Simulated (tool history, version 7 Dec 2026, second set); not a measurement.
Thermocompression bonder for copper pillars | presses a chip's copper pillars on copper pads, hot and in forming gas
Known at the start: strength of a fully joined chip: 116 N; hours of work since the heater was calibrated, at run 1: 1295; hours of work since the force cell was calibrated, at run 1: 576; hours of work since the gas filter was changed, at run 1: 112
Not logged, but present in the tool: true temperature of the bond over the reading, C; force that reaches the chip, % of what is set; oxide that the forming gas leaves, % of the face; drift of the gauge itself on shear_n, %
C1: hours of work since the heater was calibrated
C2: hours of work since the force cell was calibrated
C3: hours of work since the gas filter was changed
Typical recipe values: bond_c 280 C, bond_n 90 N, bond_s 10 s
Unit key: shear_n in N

Run 1, hour 0.0: usual settings; C1 1295; C2 576; C3 112. Result: shear_n 80.8 N.
Run 2, hour 15.1: usual settings but bond_c 267 C; C1 1303; C2 584; C3 121. Result: shear_n 73.6 N.
Run 3, hour 36.2: usual settings but bond_c 309 C; C1 1315; C2 596; C3 133. Result: shear_n 95.8 N.
Run 4, hour 48.0: usual settings; C1 1322; C2 603; C3 140. Result: shear_n 80.9 N.
Run 5, hour 60.2: usual settings; C1 1329; C2 610; C3 147. Result: shear_n 80.7 N.
Run 6, hour 76.9: usual settings but bond_n 101 N; C1 1339; C2 620; C3 156. Result: shear_n 84.4 N.
Run 7, hour 99.4: usual settings but bond_c 301 C; C1 1351; C2 632; C3 169. Result: shear_n 91.9 N.
Run 8, hour 117.9: usual settings but bond_c 301 C; C1 1362; C2 643; C3 180. Result: shear_n 91.0 N.
Run 9, hour 128.7: usual settings but bond_c 301 C; C1 1368; C2 649; C3 186. Result: shear_n 91.9 N.
Run 10, hour 139.1: usual settings but bond_c 255 C; C1 1374; C2 655; C3 192. Result: shear_n 63.8 N.
Run 11, hour 160.2: usual settings but bond_s 15 s; C1 1386; C2 667; C3 204. Result: shear_n 87.1 N.
Run 12, hour 172.6: usual settings; C1 1393; C2 674; C3 211. Result: shear_n 78.9 N.
At hour 196.3: heater calibrated with a thermocouple chip.
Run 13, hour 199.3: usual settings; C1 2; C2 688; C3 225. Result: shear_n 74.4 N.
Run 14, hour 218.9: usual settings but bond_c 259 C, bond_n 96 N, bond_s 13 s; C1 13; C2 699; C3 236. Result: shear_n 68.3 N.
Run 15, hour 232.8: usual settings but bond_c 252 C, bond_n 96 N, bond_s 14 s; C1 21; C2 707; C3 244. Result: shear_n 64.3 N.
Run 16, hour 243.0: usual settings but bond_c 252 C, bond_n 96 N, bond_s 14 s; C1 27; C2 713; C3 250. Result: shear_n 65.2 N.
Run 17, hour 257.5: usual settings but bond_c 252 C, bond_n 96 N, bond_s 14 s; C1 35; C2 721; C3 258. Result: shear_n 64.8 N.
Run 18, hour 270.0: usual settings but bond_c 258 C, bond_n 96 N, bond_s 5 s; C1 42; C2 728; C3 265. Result: shear_n 49.0 N.
Run 19, hour 280.3: usual settings but bond_c 258 C, bond_n 96 N, bond_s 5 s; C1 48; C2 734; C3 271. Result: shear_n 49.4 N.
Run 20, hour 295.3: usual settings but bond_c 258 C, bond_n 96 N, bond_s 5 s; C1 56; C2 743; C3 280. Result: shear_n 48.7 N.
Run 21, hour 319.5: usual settings but bond_c 258 C, bond_s 18 s; C1 70; C2 757; C3 293. Result: shear_n 70.1 N.
Run 22, hour 340.1: usual settings but bond_c 258 C, bond_s 18 s; C1 82; C2 768; C3 305. Result: shear_n 70.8 N.
Run 23, hour 353.0: usual settings but bond_c 258 C, bond_s 18 s; C1 89; C2 776; C3 312. Result: shear_n 70.4 N.
Run 24, hour 367.8: usual settings but bond_c 267 C, bond_n 72 N, bond_s 18 s; C1 98; C2 784; C3 321. Result: shear_n 68.4 N.
Run 25, hour 392.7: usual settings but bond_c 281 C, bond_n 85 N; C1 112; C2 798; C3 335. Result: shear_n 70.6 N.
Run 26, hour 411.3: usual settings but bond_c 281 C, bond_n 57 N; C1 122; C2 809; C3 346. Result: shear_n 57.7 N.

Alternative continuations, all from the tool just after run 26; predict every row:
Run A, hour 423.7: usual settings but bond_c 281 C, bond_n 64 N, bond_s 19 s; C1 130; C2 816; C3 353. Result: shear_n ?.
Run B, hour 423.7: usual settings but bond_c 301 C, bond_n 94 N, bond_s 5 s; C1 130; C2 816; C3 353. Result: shear_n ?.
Run C, hour 423.7: usual settings but bond_c 289 C, bond_n 114 N; C1 130; C2 816; C3 353. Result: shear_n ?.

run  shear_n
  A     72.8
  B     72.9
  C     84.5
Had the tool no hidden state, the same runs would have come out as:
run  shear_n
  A     80.9
  B     81.1
  C     93.6

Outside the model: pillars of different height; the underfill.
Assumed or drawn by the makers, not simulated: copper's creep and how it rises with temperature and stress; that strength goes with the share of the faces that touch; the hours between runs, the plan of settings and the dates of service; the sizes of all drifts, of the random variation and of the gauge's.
